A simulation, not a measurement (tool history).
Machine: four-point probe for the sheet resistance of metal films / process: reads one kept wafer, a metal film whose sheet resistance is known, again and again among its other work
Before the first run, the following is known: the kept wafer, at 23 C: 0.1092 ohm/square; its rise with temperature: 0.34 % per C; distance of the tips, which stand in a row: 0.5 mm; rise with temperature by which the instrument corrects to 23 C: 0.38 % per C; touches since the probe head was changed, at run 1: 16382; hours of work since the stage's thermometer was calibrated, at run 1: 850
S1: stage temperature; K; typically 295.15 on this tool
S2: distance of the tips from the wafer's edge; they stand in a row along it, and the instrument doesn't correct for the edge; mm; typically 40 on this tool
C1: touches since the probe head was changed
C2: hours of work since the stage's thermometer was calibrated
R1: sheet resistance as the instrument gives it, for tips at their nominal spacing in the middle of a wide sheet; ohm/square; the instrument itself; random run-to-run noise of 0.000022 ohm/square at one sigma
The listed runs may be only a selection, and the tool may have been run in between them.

run	day	S1	S2	C1	C2	R1
1	0	295.15	40	16382	850	0.109609
2	0.288	295.15	14	16755	855	0.109725
3	0.775	295.15	14	17390	863	0.109722
4	1.388	295.15	14	18186	872	0.109741
5	1.996	295.15	14	18975	882	0.10972
6	2.546	295.15	14	19691	891	0.109709
7	3.071	295.15	14	20370	899	0.109717
8	3.738	295.15	14	21240	910	0.109716
9	4.296	295.15	14	21963	919	0.109756
10	4.717	295.15	14	22513	925	0.109701
11	5.412	295.15	14	23415	937	0.109737
12	5.904	295.15	14	24055	944	0.109723
13	6.304	295.15	14	24576	951	0.109746
14	6.658	295.15	40	25033	956	0.109652
15	7.333	295.15	40	25913	967	0.109696
16	7.858	295.15	40	26592	976	0.109708
17	8.533	295.15	40	27469	986	0.109706
18	8.988	295.15	9	28059	994	0.109888
19	9.579	295.15	9	28831	1003	0.109854
20	10.154	295.15	10	29574	1012	0.109821
21	10.746	301.15	4	30348	1022	0.110417
22	11.25	301.15	4	31001	1030	0.110399
23	11.667	295.15	19	31544	1036	0.109707
24	12.217	291.15	4	32257	1045	0.110759
25	12.575	296.15	8	32723	1051	0.109868
26	13.083	292.15	3	33383	1059	0.111469
27	13.433	304.15	19	33838	1064	0.109439
28	14.008	299.15	12	34587	1074	0.109594
29	14.65	299.15	12	35417	1084	0.109637
30	15.004	308.15	12	35880	1089	0.109388

Subtracting, for every run, the result it would have given without the tool's unlogged condition from the measured result gives the following. The same run-to-run variation enters both numbers; the gauge's scatter may not:
Unlogged tool condition in this case: inner tips' distance over the nominal, %; tips' flats over new ones', %; wafer's true temperature over the reading, C; drift of the gauge itself on sheet_ohm, %.
run	R1
1	+0.000391
2	+0.000392
3	+0.000395
4	+0.000398
5	+0.000401
6	+0.000405
7	+0.000408
8	+0.000411
9	+0.000415
10	+0.000418
11	+0.000422
12	+0.000424
13	+0.000427
14	+0.000429
15	+0.000433
16	+0.000436
17	+0.000439
18	+0.000443
19	+0.000446
20	+0.000448
21	+0.000457
22	+0.000459
23	+0.000456
24	+0.000461
25	+0.000463
26	+0.00047
27	+0.000469
28	+0.00047
29	+0.000475
30	+0.00048

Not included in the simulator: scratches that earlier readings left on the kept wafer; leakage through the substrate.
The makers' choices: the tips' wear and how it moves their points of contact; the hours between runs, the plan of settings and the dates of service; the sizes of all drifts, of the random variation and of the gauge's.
